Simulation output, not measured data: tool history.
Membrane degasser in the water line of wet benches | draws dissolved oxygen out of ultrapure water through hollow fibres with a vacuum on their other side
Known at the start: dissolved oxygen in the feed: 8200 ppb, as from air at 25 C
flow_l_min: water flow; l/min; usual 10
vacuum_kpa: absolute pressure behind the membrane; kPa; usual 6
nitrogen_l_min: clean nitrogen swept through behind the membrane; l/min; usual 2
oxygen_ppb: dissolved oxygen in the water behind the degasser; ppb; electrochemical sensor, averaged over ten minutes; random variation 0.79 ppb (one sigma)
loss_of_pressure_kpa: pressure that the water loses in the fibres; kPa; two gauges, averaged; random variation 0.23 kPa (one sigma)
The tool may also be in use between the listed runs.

run	hour	flow_l_min	vacuum_kpa	nitrogen_l_min	oxygen_ppb	loss_of_pressure_kpa
1	0	10	6	2	78.7	58.01
2	56.6	10	6	2	79.1	58.39
3	103.9	10	6	2	78.8	58.44
4	144.6	10	6	2	79.9	58.05
5	198.1	10	6	2	77.7	58.33
6	225.5	10	6	2	78.6	58.58
7	285.7	10	6	2	79.4	58.76
8	313.4	10	6	2	78.6	58.29
9	366.3	10	6	0.85	122.4	58.05
10	409.4	10	6	0.85	122.5	58.41
11	462.4	10	6	0.85	124.2	58.1
12	488.7	10	6	4.1	61.1	57.98
13	546.1	10	8.12	1.13	151.4	58.58

Forecast each of these 3 alternatives for the next run:
A	588.6	12	5.63	3.34	?	?
B	588.6	13	8.12	1.13	?	?
C	588.6	10	8.12	1.35	?	?

run	oxygen_ppb	loss_of_pressure_kpa
A	97.6	69.68
B	220.9	75.68
C	134.1	58.43
Without the tool's hidden state the same runs would have given:
run	oxygen_ppb	loss_of_pressure_kpa
A	89.2	68.29
B	208.1	74.18
C	125.6	57.27
